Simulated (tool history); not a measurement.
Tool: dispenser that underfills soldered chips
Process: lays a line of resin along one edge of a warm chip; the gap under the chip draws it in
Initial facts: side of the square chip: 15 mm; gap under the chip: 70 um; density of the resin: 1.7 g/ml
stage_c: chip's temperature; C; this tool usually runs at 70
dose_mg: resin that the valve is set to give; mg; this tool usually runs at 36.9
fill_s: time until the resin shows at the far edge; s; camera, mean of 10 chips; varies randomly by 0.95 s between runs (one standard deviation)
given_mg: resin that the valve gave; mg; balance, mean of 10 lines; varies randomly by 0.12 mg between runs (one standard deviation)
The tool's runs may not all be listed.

run 1 hour=0 | stage_c=70 dose_mg=36.9 | fill_s=158.6 given_mg=36.71
-- hour=1.2 new syringe of resin
run 2 hour=3.5 | stage_c=70 dose_mg=36.9 | fill_s=105.8 given_mg=36.77
run 3 hour=9.3 | stage_c=75 dose_mg=36.9 | fill_s=121.7 given_mg=36.71
-- hour=11 new syringe of resin
run 4 hour=15.7 | stage_c=70 dose_mg=32.7 | fill_s=132.9 given_mg=32.35
-- hour=20.8 new syringe of resin
run 5 hour=21.7 | stage_c=70 dose_mg=32.7 | fill_s=102.1 given_mg=32.43
run 6 hour=27.5 | stage_c=70 dose_mg=43.3 | fill_s=133.9 given_mg=42.72
-- hour=30.7 new syringe of resin
run 7 hour=31.6 | stage_c=70 dose_mg=43.3 | fill_s=93.7 given_mg=42.72
run 8 hour=34.4 | stage_c=70 dose_mg=43.3 | fill_s=110.6 given_mg=42.78
run 9 hour=40 | stage_c=70 dose_mg=36.9 | fill_s=161.7 given_mg=36.51
-- hour=40.8 new syringe of resin
run 10 hour=45.1 | stage_c=70 dose_mg=36.9 | fill_s=123.8 given_mg=36.38
-- hour=50.5 new syringe of resin
run 11 hour=50.7 | stage_c=72 dose_mg=36.9 | fill_s=86.9 given_mg=36.27
run 12 hour=54.3 | stage_c=83 dose_mg=36.9 | fill_s=68.9 given_mg=36.05
run 13 hour=59.3 | stage_c=83 dose_mg=36.9 | fill_s=93.2 given_mg=36.22
-- hour=60.5 new syringe of resin
run 14 hour=63 | stage_c=83 dose_mg=36.9 | fill_s=64.6 given_mg=36
run 15 hour=67.3 | stage_c=70 dose_mg=45 | fill_s=134.1 given_mg=44.17
-- hour=70.4 new syringe of resin
run 16 hour=72.5 | stage_c=59 dose_mg=44.3 | fill_s=166.3 given_mg=43.3
run 17 hour=77.8 | stage_c=72 dose_mg=36.8 | fill_s=137.1 given_mg=35.99
-- hour=80.6 new syringe of resin
run 18 hour=81.8 | stage_c=72 dose_mg=36.8 | fill_s=92.9 given_mg=36
run 19 hour=87.5 | stage_c=72 dose_mg=36.8 | fill_s=131.6 given_mg=35.95
-- hour=90.5 new syringe of resin
run 20 hour=92.9 | stage_c=72 dose_mg=36.8 | fill_s=97.1 given_mg=35.71
run 21 hour=99 | stage_c=57 dose_mg=38.3 | fill_s=262 given_mg=37.19
-- hour=100.5 new syringe of resin
run 22 hour=104.4 | stage_c=60 dose_mg=38.3 | fill_s=180.3 given_mg=37.22
run 23 hour=107.1 | stage_c=77 dose_mg=33.1 | fill_s=107.9 given_mg=32
-- hour=110.5 new syringe of resin
run 24 hour=111 | stage_c=80 dose_mg=33.1 | fill_s=68.4 given_mg=31.98
run 25 hour=115.1 | stage_c=80 dose_mg=33.1 | fill_s=85.7 given_mg=32.1
run 26 hour=119.5 | stage_c=56 dose_mg=33.7 | fill_s=304.5 given_mg=32.36
-- hour=120.3 new syringe of resin
run 27 hour=123.9 | stage_c=70 dose_mg=32.3 | fill_s=123.6 given_mg=31.28
run 28 hour=127.8 | stage_c=77 dose_mg=38.3 | fill_s=110.8 given_mg=36.79
-- hour=130.3 new syringe of resin
run 29 hour=131.6 | stage_c=78 dose_mg=44.6 | fill_s=69.7 given_mg=42.7
run 30 hour=137.4 | stage_c=66 dose_mg=37.8 | fill_s=168.3 given_mg=36.41

5 options for the next run, each taken on its own from the tool as it stands now. Forecast them:
-- hour=140.1 new syringe of resin
run A hour=143.6 | stage_c=61 dose_mg=36.9 | fill_s=? given_mg=?
-- hour=140.1 new syringe of resin
run B hour=143.6 | stage_c=70 dose_mg=44.3 | fill_s=? given_mg=?
-- hour=140.1 new syringe of resin
run C hour=143.6 | stage_c=76 dose_mg=38.3 | fill_s=? given_mg=?
-- hour=140.1 new syringe of resin
run D hour=143.6 | stage_c=63 dose_mg=41 | fill_s=? given_mg=?
-- hour=140.1 new syringe of resin
run E hour=143.6 | stage_c=61 dose_mg=33.6 | fill_s=? given_mg=?

run=A fill_s=173.5 given_mg=35.48
run=B fill_s=113.1 given_mg=42.43
run=C fill_s=91.1 given_mg=36.78
run=D fill_s=155 given_mg=39.21
run=E fill_s=179.7 given_mg=32.29
The same runs, with their run-to-run variation unchanged, on a tool lacking any hidden condition would have given:
run=A fill_s=132.7 given_mg=37.02
run=B fill_s=87.2 given_mg=44.27
run=C fill_s=70 given_mg=38.38
run=D fill_s=119.1 given_mg=40.91
run=E fill_s=136.8 given_mg=33.69
